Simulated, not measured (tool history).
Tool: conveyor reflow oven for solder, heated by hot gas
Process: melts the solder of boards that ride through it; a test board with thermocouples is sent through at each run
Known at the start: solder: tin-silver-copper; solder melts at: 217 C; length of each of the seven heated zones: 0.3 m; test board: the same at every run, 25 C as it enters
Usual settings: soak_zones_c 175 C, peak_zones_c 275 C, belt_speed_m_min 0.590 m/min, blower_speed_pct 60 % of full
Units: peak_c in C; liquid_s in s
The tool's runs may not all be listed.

{"run": 1, "hour": 0.0, "soak_zones_c": 175, "peak_zones_c": 275, "belt_speed_m_min": 0.59, "blower_speed_pct": 60, "peak_c": 248.0, "liquid_s": 41.8}
{"run": 2, "hour": 32.2, "soak_zones_c": 175, "peak_zones_c": 275, "belt_speed_m_min": 0.59, "blower_speed_pct": 60, "peak_c": 247.8, "liquid_s": 41.7}
{"run": 3, "hour": 53.7, "soak_zones_c": 175, "peak_zones_c": 275, "belt_speed_m_min": 0.59, "blower_speed_pct": 60, "peak_c": 247.6, "liquid_s": 41.5}
{"run": 4, "hour": 86.8, "soak_zones_c": 175, "peak_zones_c": 275, "belt_speed_m_min": 0.59, "blower_speed_pct": 60, "peak_c": 247.6, "liquid_s": 41.5}
{"run": 5, "hour": 101.3, "soak_zones_c": 175, "peak_zones_c": 275, "belt_speed_m_min": 0.689, "blower_speed_pct": 60, "peak_c": 240.5, "liquid_s": 29.7}
{"hour": 107.6, "done": "belt drive overhauled, speed set with a stopwatch"}
{"run": 6, "hour": 133.8, "soak_zones_c": 175, "peak_zones_c": 275, "belt_speed_m_min": 0.689, "blower_speed_pct": 60, "peak_c": 240.8, "liquid_s": 29.9}
{"run": 7, "hour": 168.3, "soak_zones_c": 175, "peak_zones_c": 275, "belt_speed_m_min": 0.689, "blower_speed_pct": 60, "peak_c": 239.9, "liquid_s": 29.6}
{"hour": 184.1, "done": "belt drive overhauled, speed set with a stopwatch, once more"}
{"run": 8, "hour": 207.1, "soak_zones_c": 175, "peak_zones_c": 275, "belt_speed_m_min": 0.59, "blower_speed_pct": 60, "peak_c": 247.1, "liquid_s": 40.7}
{"run": 9, "hour": 241.2, "soak_zones_c": 175, "peak_zones_c": 282, "belt_speed_m_min": 0.691, "blower_speed_pct": 65, "peak_c": 247.6, "liquid_s": 34.4}
{"run": 10, "hour": 260.2, "soak_zones_c": 181, "peak_zones_c": 284, "belt_speed_m_min": 0.59, "blower_speed_pct": 60, "peak_c": 255.1, "liquid_s": 47.8}
{"run": 11, "hour": 280.4, "soak_zones_c": 169, "peak_zones_c": 285, "belt_speed_m_min": 0.59, "blower_speed_pct": 60, "peak_c": 252.9, "liquid_s": 43.4}

Forecast run 12:
{"run": 12, "hour": 294.5, "soak_zones_c": 169, "peak_zones_c": 267, "belt_speed_m_min": 0.532, "blower_speed_pct": 84, "peak_c": "?", "liquid_s": "?"}

{"run 12": {"peak_c": 249.9, "liquid_s": 48.7}}
Without the tool's hidden state the same run would have given peak_c 254.7 C, liquid_s 51.8 s.
